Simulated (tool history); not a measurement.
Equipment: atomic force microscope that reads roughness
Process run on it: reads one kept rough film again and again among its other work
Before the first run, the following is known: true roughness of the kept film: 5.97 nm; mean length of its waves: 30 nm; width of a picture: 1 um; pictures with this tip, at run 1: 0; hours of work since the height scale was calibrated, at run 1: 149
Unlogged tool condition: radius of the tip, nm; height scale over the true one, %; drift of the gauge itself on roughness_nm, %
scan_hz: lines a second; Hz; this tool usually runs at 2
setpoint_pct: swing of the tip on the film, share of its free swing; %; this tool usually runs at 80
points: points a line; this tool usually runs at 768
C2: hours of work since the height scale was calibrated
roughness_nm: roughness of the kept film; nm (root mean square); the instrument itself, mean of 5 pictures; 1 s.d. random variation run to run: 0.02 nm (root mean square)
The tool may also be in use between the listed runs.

run 1 day=0 | scan_hz=2 setpoint_pct=80 points=768 | pictures_with_this_tip=0 C2=149 | roughness_nm=4.825
run 2 day=2.458 | scan_hz=2 setpoint_pct=80 points=768 | pictures_with_this_tip=46 C2=173 | roughness_nm=4.774
run 3 day=4.312 | scan_hz=2 setpoint_pct=80 points=768 | pictures_with_this_tip=81 C2=191 | roughness_nm=4.802
run 4 day=5.629 | scan_hz=2 setpoint_pct=80 points=768 | pictures_with_this_tip=105 C2=204 | roughness_nm=4.787
run 5 day=7.988 | scan_hz=2 setpoint_pct=80 points=768 | pictures_with_this_tip=150 C2=226 | roughness_nm=4.799
-- day=8.242 new tip fitted
run 6 day=9.7 | scan_hz=2 setpoint_pct=80 points=768 | pictures_with_this_tip=27 C2=243 | roughness_nm=4.805
run 7 day=11.817 | scan_hz=2 setpoint_pct=79 points=768 | pictures_with_this_tip=67 C2=263 | roughness_nm=4.819
run 8 day=13.771 | scan_hz=2 setpoint_pct=79 points=768 | pictures_with_this_tip=104 C2=282 | roughness_nm=4.78
run 9 day=15.283 | scan_hz=1.09 setpoint_pct=79 points=768 | pictures_with_this_tip=132 C2=297 | roughness_nm=5.001
-- day=16.358 new tip fitted
run 10 day=16.483 | scan_hz=1.09 setpoint_pct=79 points=768 | pictures_with_this_tip=2 C2=308 | roughness_nm=4.999
run 11 day=17.996 | scan_hz=1.09 setpoint_pct=79 points=768 | pictures_with_this_tip=30 C2=323 | roughness_nm=4.966
run 12 day=19.221 | scan_hz=2 setpoint_pct=80 points=768 | pictures_with_this_tip=53 C2=335 | roughness_nm=4.776
run 13 day=21.204 | scan_hz=2 setpoint_pct=80 points=768 | pictures_with_this_tip=90 C2=354 | roughness_nm=4.795
run 14 day=23.408 | scan_hz=1.49 setpoint_pct=66 points=359 | pictures_with_this_tip=132 C2=375 | roughness_nm=5.003
-- day=24.512 new tip fitted
run 15 day=25.238 | scan_hz=2.85 setpoint_pct=68 points=359 | pictures_with_this_tip=14 C2=393 | roughness_nm=4.833
run 16 day=26.392 | scan_hz=2.85 setpoint_pct=68 points=452 | pictures_with_this_tip=35 C2=404 | roughness_nm=4.901
run 17 day=28.833 | scan_hz=3.81 setpoint_pct=66 points=492 | pictures_with_this_tip=81 C2=428 | roughness_nm=4.841
run 18 day=30.704 | scan_hz=1.9 setpoint_pct=70 points=807 | pictures_with_this_tip=116 C2=446 | roughness_nm=4.945
-- day=32.588 new tip fitted
run 19 day=33.033 | scan_hz=1.9 setpoint_pct=81 points=807 | pictures_with_this_tip=8 C2=468 | roughness_nm=4.799
run 20 day=34.504 | scan_hz=3.61 setpoint_pct=88 points=731 | pictures_with_this_tip=36 C2=483 | roughness_nm=4.223
run 21 day=35.625 | scan_hz=1.09 setpoint_pct=56 points=768 | pictures_with_this_tip=57 C2=493 | roughness_nm=5.214
run 22 day=37.283 | scan_hz=1.09 setpoint_pct=56 points=768 | pictures_with_this_tip=88 C2=510 | roughness_nm=5.17
run 23 day=39.171 | scan_hz=3.59 setpoint_pct=79 points=800 | pictures_with_this_tip=123 C2=528 | roughness_nm=4.459
-- day=40.679 new tip fitted
run 24 day=41.388 | scan_hz=2.22 setpoint_pct=61 points=373 | pictures_with_this_tip=13 C2=549 | roughness_nm=5.042
run 25 day=42.562 | scan_hz=2.22 setpoint_pct=61 points=373 | pictures_with_this_tip=35 C2=560 | roughness_nm=5.081
run 26 day=44.046 | scan_hz=2 setpoint_pct=81 points=346 | pictures_with_this_tip=63 C2=575 | roughness_nm=4.739

4 options for the next run, each taken on its own from the tool as it stands now. Forecast them:
run A day=45.662 | scan_hz=2.96 setpoint_pct=78 points=342 | pictures_with_this_tip=94 C2=591 | roughness_nm=?
run B day=45.662 | scan_hz=1.12 setpoint_pct=69 points=389 | pictures_with_this_tip=94 C2=591 | roughness_nm=?
run C day=45.662 | scan_hz=2 setpoint_pct=59 points=346 | pictures_with_this_tip=94 C2=591 | roughness_nm=?
run D day=45.662 | scan_hz=1.1 setpoint_pct=79 points=817 | pictures_with_this_tip=94 C2=591 | roughness_nm=?

run=A roughness_nm=4.586
run=B roughness_nm=5.076
run=C roughness_nm=5.086
run=D roughness_nm=4.965
The same runs, with their run-to-run variation unchanged, on a tool lacking any hidden condition would have given:
run=A roughness_nm=4.598
run=B roughness_nm=5.09
run=C roughness_nm=5.1
run=D roughness_nm=4.978

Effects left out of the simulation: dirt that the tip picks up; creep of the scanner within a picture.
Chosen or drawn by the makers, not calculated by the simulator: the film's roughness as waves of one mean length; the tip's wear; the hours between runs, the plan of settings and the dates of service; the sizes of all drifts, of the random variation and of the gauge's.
